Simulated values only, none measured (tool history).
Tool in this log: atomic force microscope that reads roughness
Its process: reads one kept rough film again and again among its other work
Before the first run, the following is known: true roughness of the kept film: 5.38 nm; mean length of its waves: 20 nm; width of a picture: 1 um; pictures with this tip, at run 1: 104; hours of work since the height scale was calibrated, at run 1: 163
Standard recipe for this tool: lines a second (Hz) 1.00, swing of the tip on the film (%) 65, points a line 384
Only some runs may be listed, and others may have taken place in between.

run   hour  lines a second (Hz)  swing of the tip on the film (%)  points a line  pictures with this tip  hours of work since the height scale was calibrated  roughness of the kept film (nm (root mean square))
  1    0.0                 1.00                                65            384                     104                                                  163                                               2.419
  2    6.0                 1.00                                65            384                     116                                                  166                                               2.315
  3   14.9                 3.40                                65            384                     135                                                  172                                               2.043
  4   22.7                 3.40                                65            384                     151                                                  178                                               1.959
  5   27.1                 0.68                                65            384                     160                                                  180                                               2.026
  6   33.4                 1.00                                65            384                     173                                                  185                                               1.955
      36.1  -- new tip fitted
  7   40.3                 1.00                                65            384                       8                                                  189                                               3.548
  8   50.4                 1.00                                90            384                      29                                                  195                                               2.997
  9   55.0                 1.00                                60            384                      39                                                  198                                               3.063
 10   61.8                 1.00                                60            384                      53                                                  203                                               2.891
 11   71.6                 1.00                                65            605                      73                                                  209                                               2.689
 12   77.2                 1.35                                65            605                      85                                                  213                                               2.527
 13   81.5                 1.35                                65            605                      94                                                  216                                               2.447
 14   87.1                 1.35                                65            605                     105                                                  220                                               2.347
 15   92.9                 1.00                                65            384                     117                                                  224                                               2.241
 16  100.7                 1.00                                65            384                     133                                                  229                                               2.152
 17  111.0                 1.00                                62            384                     155                                                  235                                               2.028
 18  121.6                 1.00                                62            384                     177                                                  242                                               1.882
     122.8  -- new tip fitted
 19  128.0                 1.00                                62            384                      11                                                  246                                               3.526
 20  137.2                 1.00                                57            384                      30                                                  252                                               3.250
 21  144.4                 1.00                                57            384                      45                                                  257                                               3.032
 22  150.3                 1.00                                65            384                      57                                                  261                                               2.813
 23  158.2                 1.00                                65            384                      73                                                  266                                               2.628
 24  168.6                 1.00                                65            384                      95                                                  273                                               2.430
 25  178.7                 1.00                                65            384                     116                                                  280                                               2.275

Run 26 is up next; what results do you expect?
 26  185.2                 1.00                                89            384                     129                                                  284                                                   ?

{"run 26": {"roughness of the kept film (nm (root mean square))": 2.034}}
With the hidden condition absent and the run-to-run variation left alone, this run would have shown roughness of the kept film (nm (root mean square)) 3.504.

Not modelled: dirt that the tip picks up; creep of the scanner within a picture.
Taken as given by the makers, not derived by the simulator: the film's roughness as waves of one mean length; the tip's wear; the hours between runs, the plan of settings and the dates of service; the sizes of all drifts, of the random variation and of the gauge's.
